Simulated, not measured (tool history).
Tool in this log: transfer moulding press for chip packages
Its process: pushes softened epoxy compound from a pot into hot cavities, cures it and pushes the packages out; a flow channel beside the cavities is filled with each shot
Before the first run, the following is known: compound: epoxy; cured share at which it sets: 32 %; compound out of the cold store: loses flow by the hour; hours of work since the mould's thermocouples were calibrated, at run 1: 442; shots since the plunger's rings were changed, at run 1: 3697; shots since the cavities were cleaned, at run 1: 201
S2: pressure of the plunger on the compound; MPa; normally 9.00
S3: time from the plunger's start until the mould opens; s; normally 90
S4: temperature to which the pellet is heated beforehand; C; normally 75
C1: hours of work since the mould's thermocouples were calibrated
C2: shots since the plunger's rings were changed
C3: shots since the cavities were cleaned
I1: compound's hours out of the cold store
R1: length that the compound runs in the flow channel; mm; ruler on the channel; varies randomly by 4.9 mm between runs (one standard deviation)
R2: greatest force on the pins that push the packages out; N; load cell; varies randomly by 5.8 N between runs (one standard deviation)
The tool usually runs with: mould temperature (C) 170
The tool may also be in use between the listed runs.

run 1 day=0.000 | mould_temperature_(C)=170 S2=9.00 S3=90 S4=75 | C1=442 C2=3697 C3=201 | I1=37.4 | R1=495 R2=281
-- day=2.458 cavities cleaned with cleaning compound and waxed
run 2 day=3.221 | mould_temperature_(C)=170 S2=9.00 S3=90 S4=75 | C1=496 C2=4684 C3=238 | I1=30.4 | R1=502 R2=276
-- day=5.429 cavities cleaned with cleaning compound and waxed
run 3 day=5.496 | mould_temperature_(C)=170 S2=9.00 S3=90 S4=75 | C1=534 C2=5375 C3=21 | I1=8.6 | R1=559 R2=234
-- day=6.312 plunger's sealing rings changed
-- day=7.321 mould's thermocouples calibrated
run 4 day=8.125 | mould_temperature_(C)=170 S2=9.00 S3=90 S4=75 | C1=14 C2=540 C3=785 | I1=8.2 | R1=613 R2=354
-- day=8.525 cavities cleaned with cleaning compound and waxed
run 5 day=10.921 | mould_temperature_(C)=170 S2=9.00 S3=90 S4=75 | C1=61 C2=1393 C3=747 | I1=35.5 | R1=527 R2=345
-- day=11.529 cavities cleaned with cleaning compound and waxed
run 6 day=12.554 | mould_temperature_(C)=176 S2=8.87 S3=90 S4=71 | C1=87 C2=1885 C3=321 | I1=13.4 | R1=570 R2=272
-- day=14.492 cavities cleaned with cleaning compound and waxed
run 7 day=15.662 | mould_temperature_(C)=163 S2=9.00 S3=90 S4=75 | C1=140 C2=2837 C3=366 | I1=13.5 | R1=591 R2=415
-- day=17.429 cavities cleaned with cleaning compound and waxed
run 8 day=17.629 | mould_temperature_(C)=163 S2=9.00 S3=90 S4=75 | C1=172 C2=3432 C3=63 | I1=10.1 | R1=595 R2=338
run 9 day=20.000 | mould_temperature_(C)=170 S2=9.00 S3=120 S4=67 | C1=213 C2=4172 C3=803 | I1=12.6 | R1=573 R2=318
-- day=20.358 cavities cleaned with cleaning compound and waxed
run 10 day=22.050 | mould_temperature_(C)=170 S2=9.00 S3=120 S4=67 | C1=247 C2=4794 C3=529 | I1=23.5 | R1=529 R2=295

Measured minus without-hidden-state, run by run (identical run-to-run variation in each term; gauge scatter may differ):
Unlogged tool condition in this case: true mould temperature over the reading, C; pressure that reaches the compound, % of what is set; grip of the stained cavities, % over clean ones'; drift of the gauge itself on flow_mm, %; drift of the gauge itself on push_out_n, %.
run=1 R1=-29 R2=+67
run=2 R1=-38 R2=+71
run=3 R1=-49 R2=+18
run=4 R1=-5 R2=+133
run=5 R1=-10 R2=+134
run=6 R1=-14 R2=+73
run=7 R1=-23 R2=+127
run=8 R1=-28 R2=+44
run=9 R1=-34 R2=+125
run=10 R1=-35 R2=+104
